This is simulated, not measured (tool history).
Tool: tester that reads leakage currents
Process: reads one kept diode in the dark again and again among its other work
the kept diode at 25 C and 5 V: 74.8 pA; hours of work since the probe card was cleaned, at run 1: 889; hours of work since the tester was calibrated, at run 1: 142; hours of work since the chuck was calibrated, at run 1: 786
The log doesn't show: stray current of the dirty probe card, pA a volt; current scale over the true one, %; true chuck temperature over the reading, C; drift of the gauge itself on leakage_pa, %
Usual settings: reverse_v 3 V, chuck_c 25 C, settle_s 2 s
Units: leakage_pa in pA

| run | day | reverse_v | chuck_c | settle_s | hours of work since the probe card was cleaned | hours of work since the tester was calibrated | hours of work since the chuck was calibrated | leakage_pa |
|---|---|---|---|---|---|---|---|---|
| 1 | 0 | 3 | 25 | 2 | 889 | 142 | 786 | 50.06 |
| 2 | 2.033 | 3 | 25 | 2 | 911 | 164 | 809 | 50.12 |
| 3 | 3.154 | 3 | 31 | 2 | 923 | 177 | 821 | 83.97 |
|  | 4.167 | chuck's temperature calibrated |
| 4 | 5.267 | 3 | 31 | 2 | 945 | 199 | 12 | 97.41 |
| 5 | 6.371 | 3 | 25 | 2 | 957 | 211 | 24 | 58.04 |
| 6 | 7.775 | 3 | 25 | 2 | 973 | 226 | 40 | 58.07 |
| 7 | 9.717 | 3 | 25 | 2 | 994 | 248 | 61 | 57.83 |
| 8 | 10.729 | 3 | 25 | 2 | 1005 | 259 | 72 | 57.57 |
| 9 | 12.262 | 3 | 25 | 4.66 | 1022 | 276 | 89 | 56.97 |
| 10 | 13.971 | 3 | 25 | 4.66 | 1041 | 294 | 107 | 56.93 |
| 11 | 15.05 | 3 | 25 | 3.07 | 1053 | 306 | 119 | 57.29 |
| 12 | 17.079 | 3 | 33 | 2 | 1075 | 328 | 142 | 112.86 |
| 13 | 18.529 | 3 | 23 | 2 | 1091 | 344 | 157 | 48.13 |
| 14 | 20.708 | 3 | 23 | 2 | 1115 | 368 | 181 | 47.62 |
| 15 | 22.321 | 3 | 25 | 0.69 | 1132 | 386 | 199 | 57.7 |
| 16 | 24.212 | 3 | 25 | 0.69 | 1153 | 407 | 220 | 57.72 |
| 17 | 25.867 | 3 | 25 | 0.33 | 1171 | 425 | 238 | 59.19 |
| 18 | 27.475 | 3 | 34 | 9.44 | 1189 | 442 | 255 | 120.71 |
| 19 | 28.438 | 3 | 34 | 9.44 | 1199 | 453 | 266 | 119.57 |
| 20 | 29.488 | 6.25 | 26 | 1.36 | 1211 | 464 | 278 | 95.34 |
| 21 | 31.05 | 1.84 | 26 | 0.49 | 1228 | 482 | 295 | 46.55 |
| 22 | 33.062 | 1.79 | 20 | 0.6 | 1250 | 504 | 317 | 27.32 |
| 23 | 34.167 | 12.23 | 20 | 0.6 | 1262 | 516 | 329 | 93.88 |
| 24 | 35.858 | 12.23 | 20 | 0.6 | 1281 | 534 | 347 | 93.89 |
| 25 | 38.133 | 12.23 | 20 | 0.6 | 1306 | 559 | 372 | 93.55 |
| 26 | 39.392 | 3 | 31 | 0.44 | 1319 | 573 | 386 | 93.88 |
| 27 | 41.096 | 3 | 31 | 0.44 | 1338 | 592 | 405 | 93.47 |
| 28 | 42.979 | 3 | 31 | 0.44 | 1359 | 612 | 425 | 93.84 |

Forecast each of these 5 alternatives for the next run:
| A | 45.238 | 3 | 59 | 3.26 | 1383 | 637 | 450 | ? |
| B | 45.238 | 1.9 | 23 | 2.5 | 1383 | 637 | 450 | ? |
| C | 45.238 | 2.41 | 26 | 5.02 | 1383 | 637 | 450 | ? |
| D | 45.238 | 3.96 | 43 | 8.73 | 1383 | 637 | 450 | ? |
| E | 45.238 | 1.69 | 35 | 0.84 | 1383 | 637 | 450 | ? |

| run | leakage_pa |
|---|---|
| A | 844.67 |
| B | 34.89 |
| C | 51.82 |
| D | 287.32 |
| E | 91.8 |
Without the tool's hidden state the same runs would have given:
| run | leakage_pa |
|---|---|
| A | 913.98 |
| B | 36.19 |
| C | 54.24 |
| D | 309.88 |
| E | 98.85 |

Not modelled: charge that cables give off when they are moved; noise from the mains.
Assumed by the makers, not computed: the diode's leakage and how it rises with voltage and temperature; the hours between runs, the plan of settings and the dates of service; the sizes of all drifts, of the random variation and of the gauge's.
